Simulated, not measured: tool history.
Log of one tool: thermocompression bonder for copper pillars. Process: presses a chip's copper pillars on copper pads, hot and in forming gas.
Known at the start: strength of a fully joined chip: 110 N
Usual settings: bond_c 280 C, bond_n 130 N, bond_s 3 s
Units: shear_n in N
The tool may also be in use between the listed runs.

| run | hour | bond_c | bond_n | bond_s | shear_n |
|---|---|---|---|---|---|
| 1 | 0 | 280 | 130 | 3 | 40.6 |
|  | 10 | force cell calibrated |
|  | 28.5 | forming gas filter changed |
| 2 | 58.6 | 280 | 130 | 3 | 44.7 |
| 3 | 97.9 | 309 | 130 | 3 | 62.8 |
| 4 | 130.3 | 309 | 130 | 3 | 63.9 |
| 5 | 175.9 | 309 | 130 | 3 | 60.7 |
|  | 196.3 | forming gas filter changed |
| 6 | 203.9 | 280 | 145 | 3 | 47.6 |
| 7 | 246.1 | 280 | 145 | 3 | 47.5 |

Run 8 comes next. What will it give?
| 8 | 273.4 | 254 | 109 | 3 | ? |

{"run 8": {"shear_n": 24.5}}
Without the tool's hidden state the same run would have given shear_n 27.3 N.
